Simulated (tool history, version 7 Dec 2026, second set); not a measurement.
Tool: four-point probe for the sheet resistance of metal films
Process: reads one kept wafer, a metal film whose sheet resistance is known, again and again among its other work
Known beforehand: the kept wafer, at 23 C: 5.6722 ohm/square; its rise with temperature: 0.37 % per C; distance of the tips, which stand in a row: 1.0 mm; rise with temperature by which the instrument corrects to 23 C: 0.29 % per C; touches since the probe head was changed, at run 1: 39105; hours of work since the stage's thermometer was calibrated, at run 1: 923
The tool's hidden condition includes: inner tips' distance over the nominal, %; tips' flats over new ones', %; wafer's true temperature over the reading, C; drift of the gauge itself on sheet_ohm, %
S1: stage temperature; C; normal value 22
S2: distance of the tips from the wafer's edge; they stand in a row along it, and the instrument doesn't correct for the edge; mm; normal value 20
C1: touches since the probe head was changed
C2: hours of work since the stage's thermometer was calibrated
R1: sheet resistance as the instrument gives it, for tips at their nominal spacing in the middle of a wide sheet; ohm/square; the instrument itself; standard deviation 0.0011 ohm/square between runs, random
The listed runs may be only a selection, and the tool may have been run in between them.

run    hour  S1  S2      C1    C2        R1
  1       0  22  20   39105   923  5.648197
  2    55.7  23  20   41014   957   5.65187
  3    98.9  22  12   42494   983  5.664247
  4   146.6  22  20   44130  1011  5.649799
  5   231.3  22  20   47034  1062  5.650449
  6   283.5  22  20   48823  1093  5.650514
  7     363  22   5   51549  1141  5.761802
  8   427.8  22  20   53767  1180  5.652748
  9   479.9  22   3   55553  1211  5.963173
 10     534  24  20   57410  1244  5.661809
 11     584  24  20   59121  1274  5.662496
 12   672.4  24  20   62154  1327  5.663736
 13   754.2  24  20   64958  1376  5.662365
 14   818.6  22  20   67165  1415  5.655941
 15   892.1  31  20   69682  1459   5.69265
 16   938.5  22  20   71274  1487  5.656191
 17  1030.7  22   4   74436  1542  5.832578
 18  1090.7  20  20   76492  1578   5.65055
 19  1167.6  20  55   79127  1624  5.642237
 20  1212.3  20  55   80661  1651  5.645063
 21    1299  20  10   83631  1703  5.675641
 22  1389.3  20  10   86725  1758   5.67613
 23  1438.5  20  10   88413  1787  5.676078
 24  1495.2  20  10   90356  1821  5.676325
 25  1542.1  24  72   91963  1849  5.664301
 26  1582.3  24  72   93341  1874  5.664225
     1655.1  -- stage's thermometer calibrated
 27  1655.1  25  20   95819     0  5.677247
 28  1713.6  25  20   97827    35  5.678347
 29    1753  25  20   99178    59  5.677206
 30  1825.2  25  20  101653   102  5.680496
 31  1906.8  25  20  104448   151   5.67975
 32  1946.8  25   9  105819   175  5.712844
 33    2034  19  18  108806   228  5.659105
 34  2124.1  18  26  111897   282  5.648807
 35  2171.6  26  10  113525   310  5.710949
 36    2255  26  10  116384   360  5.712216
 37  2313.2  30   9  118377   395  5.735909
 38  2358.4  34   4  119927   422  5.897303
 39    2431  22   9  122417   466  5.702795
 40  2488.4  19  31  124385   501  5.652812
 41  2531.7  19  31  125868   527  5.656608
     2542.3  -- new probe head fitted
 42  2578.7  34   3    1250   554  6.041886
 43    2640  26  11    3351   591  5.713682
 44  2701.9  27  55    5470   628  5.695266
 45  2757.3  22  12    7371   662  5.692665
 46    2811  22  12    9212   694  5.694106

3 options for the next run, each taken on its own from the tool as it stands now. Forecast them:
  A  2903  30   7  12363  749   ?
  B  2903  22  10  12363  749   ?
  C  2903  33  12  12363  749   ?

run        R1
  A  5.768671
  B  5.704897
  C  5.736285
With no hidden state in the tool, these same runs would have given:
run        R1
  A  5.763126
  B  5.699473
  C  5.730744

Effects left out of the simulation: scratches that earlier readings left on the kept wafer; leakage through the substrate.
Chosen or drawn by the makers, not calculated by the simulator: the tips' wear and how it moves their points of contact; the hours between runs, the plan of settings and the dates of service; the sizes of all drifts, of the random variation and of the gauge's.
